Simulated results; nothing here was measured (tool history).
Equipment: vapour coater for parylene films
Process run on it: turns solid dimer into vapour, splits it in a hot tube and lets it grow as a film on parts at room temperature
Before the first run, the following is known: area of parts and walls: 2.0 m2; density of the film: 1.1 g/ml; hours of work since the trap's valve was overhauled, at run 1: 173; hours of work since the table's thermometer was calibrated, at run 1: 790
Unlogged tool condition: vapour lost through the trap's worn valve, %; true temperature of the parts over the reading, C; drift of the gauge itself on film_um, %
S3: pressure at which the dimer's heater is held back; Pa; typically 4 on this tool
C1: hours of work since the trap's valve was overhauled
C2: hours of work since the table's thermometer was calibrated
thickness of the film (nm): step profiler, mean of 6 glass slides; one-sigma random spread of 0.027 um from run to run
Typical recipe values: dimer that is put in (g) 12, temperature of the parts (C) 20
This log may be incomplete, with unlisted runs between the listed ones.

{"run": 1, "day": 0.0, "dimer that is put in (g)": 12, "temperature of the parts (C)": 20, "S3": 4, "C1": 173, "C2": 790, "thickness of the film (nm)": 3340}
{"run": 2, "day": 0.808, "dimer that is put in (g)": 12, "temperature of the parts (C)": 20, "S3": 4.82, "C1": 183, "C2": 800, "thickness of the film (nm)": 3270}
{"run": 3, "day": 2.238, "dimer that is put in (g)": 12, "temperature of the parts (C)": 20, "S3": 4, "C1": 201, "C2": 817, "thickness of the film (nm)": 3400}
{"run": 4, "day": 3.671, "dimer that is put in (g)": 12, "temperature of the parts (C)": 20, "S3": 4, "C1": 219, "C2": 835, "thickness of the film (nm)": 3340}
{"run": 5, "day": 5.054, "dimer that is put in (g)": 12, "temperature of the parts (C)": 20, "S3": 4, "C1": 236, "C2": 852, "thickness of the film (nm)": 3350}
{"run": 6, "day": 5.817, "dimer that is put in (g)": 12, "temperature of the parts (C)": 20, "S3": 4, "C1": 246, "C2": 862, "thickness of the film (nm)": 3330}
{"run": 7, "day": 6.667, "dimer that is put in (g)": 12, "temperature of the parts (C)": 20, "S3": 8.2, "C1": 256, "C2": 872, "thickness of the film (nm)": 2830}
{"run": 8, "day": 8.079, "dimer that is put in (g)": 12, "temperature of the parts (C)": 20, "S3": 8.2, "C1": 274, "C2": 890, "thickness of the film (nm)": 2800}
{"run": 9, "day": 9.171, "dimer that is put in (g)": 8, "temperature of the parts (C)": 20, "S3": 4, "C1": 287, "C2": 903, "thickness of the film (nm)": 2200}
{"day": 9.292, "done": "table's thermometer calibrated"}
{"run": 10, "day": 10.508, "dimer that is put in (g)": 8, "temperature of the parts (C)": 20, "S3": 4, "C1": 303, "C2": 15, "thickness of the film (nm)": 2180}
{"run": 11, "day": 11.554, "dimer that is put in (g)": 8, "temperature of the parts (C)": 20, "S3": 4, "C1": 316, "C2": 28, "thickness of the film (nm)": 2190}
{"run": 12, "day": 12.588, "dimer that is put in (g)": 5, "temperature of the parts (C)": 14, "S3": 8.49, "C1": 329, "C2": 41, "thickness of the film (nm)": 1280}
{"run": 13, "day": 14.038, "dimer that is put in (g)": 6, "temperature of the parts (C)": 14, "S3": 11.52, "C1": 347, "C2": 59, "thickness of the film (nm)": 1430}
{"run": 14, "day": 15.183, "dimer that is put in (g)": 9, "temperature of the parts (C)": 26, "S3": 11.87, "C1": 361, "C2": 73, "thickness of the film (nm)": 1720}
{"day": 15.888, "done": "table's thermometer calibrated, once more"}
{"run": 15, "day": 16.025, "dimer that is put in (g)": 9, "temperature of the parts (C)": 14, "S3": 6, "C1": 371, "C2": 2, "thickness of the film (nm)": 2420}
{"run": 16, "day": 17.229, "dimer that is put in (g)": 9, "temperature of the parts (C)": 14, "S3": 6, "C1": 386, "C2": 17, "thickness of the film (nm)": 2430}
{"run": 17, "day": 18.579, "dimer that is put in (g)": 9, "temperature of the parts (C)": 14, "S3": 6, "C1": 403, "C2": 33, "thickness of the film (nm)": 2380}
{"run": 18, "day": 20.079, "dimer that is put in (g)": 9, "temperature of the parts (C)": 14, "S3": 6, "C1": 421, "C2": 52, "thickness of the film (nm)": 2340}
{"run": 19, "day": 21.142, "dimer that is put in (g)": 9, "temperature of the parts (C)": 14, "S3": 6, "C1": 435, "C2": 65, "thickness of the film (nm)": 2340}
{"run": 20, "day": 22.604, "dimer that is put in (g)": 14, "temperature of the parts (C)": 26, "S3": 4.15, "C1": 453, "C2": 83, "thickness of the film (nm)": 3300}
{"run": 21, "day": 23.762, "dimer that is put in (g)": 14, "temperature of the parts (C)": 26, "S3": 4.15, "C1": 467, "C2": 98, "thickness of the film (nm)": 3290}

Run by run, hidden condition taken away, random variation retained:
run=1 thickness_of_the_film_(nm)=3480
run=2 thickness_of_the_film_(nm)=3410
run=3 thickness_of_the_film_(nm)=3560
run=4 thickness_of_the_film_(nm)=3520
run=5 thickness_of_the_film_(nm)=3540
run=6 thickness_of_the_film_(nm)=3530
run=7 thickness_of_the_film_(nm)=3010
run=8 thickness_of_the_film_(nm)=3000
run=9 thickness_of_the_film_(nm)=2360
run=10 thickness_of_the_film_(nm)=2340
run=11 thickness_of_the_film_(nm)=2350
run=12 thickness_of_the_film_(nm)=1380
run=13 thickness_of_the_film_(nm)=1550
run=14 thickness_of_the_film_(nm)=1880
run=15 thickness_of_the_film_(nm)=2680
run=16 thickness_of_the_film_(nm)=2700
run=17 thickness_of_the_film_(nm)=2660
run=18 thickness_of_the_film_(nm)=2620
run=19 thickness_of_the_film_(nm)=2630
run=20 thickness_of_the_film_(nm)=3730
run=21 thickness_of_the_film_(nm)=3730
